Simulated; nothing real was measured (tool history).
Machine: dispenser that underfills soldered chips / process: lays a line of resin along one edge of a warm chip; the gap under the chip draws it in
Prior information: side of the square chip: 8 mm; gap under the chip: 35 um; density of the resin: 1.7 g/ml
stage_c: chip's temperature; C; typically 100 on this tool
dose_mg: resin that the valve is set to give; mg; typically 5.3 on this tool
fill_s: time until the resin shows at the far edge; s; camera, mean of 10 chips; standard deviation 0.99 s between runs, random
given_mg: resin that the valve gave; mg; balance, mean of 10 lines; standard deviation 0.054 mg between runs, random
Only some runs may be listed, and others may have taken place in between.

run	day	stage_c	dose_mg	fill_s	given_mg
1	0	100	5.3	95.7	5.09
2	0.296	104	5.3	118.2	5.06
3	0.638	104	5.06	171.4	4.79
# day 0.688: new syringe of resin
4	1.125	104	5.06	132.9	4.72
# day 1.404: new syringe of resin
5	1.404	104	5.06	86	4.84
6	1.767	112	5.06	101	4.63
7	2.008	112	5.06	128.3	4.7
# day 2.117: new syringe of resin
8	2.454	104	5.06	123.1	4.68
9	2.658	115	6.43	108.2	5.92
# day 2.821: new syringe of resin
10	2.967	110	6.15	84.7	5.55
11	3.271	109	6.86	113.1	6.26
# day 3.533: new syringe of resin
12	3.558	93	5.33	118.2	4.76
13	3.762	86	5.3	173.4	4.67
# day 4.242: new syringe of resin
14	4.262	99	5.3	99.8	4.76
15	4.604	99	5.3	140.3	4.66

Hidden state or all else? Some run-to-run changes of fill_s, split into what the settings, what came in and random variation would give without the hidden state, and what is left for the hidden state (with any gauge scatter that isn't in both results):
What the log doesn't record here: resin's viscosity, % of fresh resin's; dose that the valve gives, % of what is set; true chip temperature over the reading, C; drift of the gauge itself on fill_s, %; drift of the gauge itself on given_mg, %.
Run 2 -> 3: dose_mg 5.3 -> 5.06. fill_s +53.2 s: hidden state +51.3, all else +1.9.
Run 13 -> 14: stage_c 86 -> 99, new syringe of resin. fill_s -73.6 s: hidden state -35.1, all else -38.5.
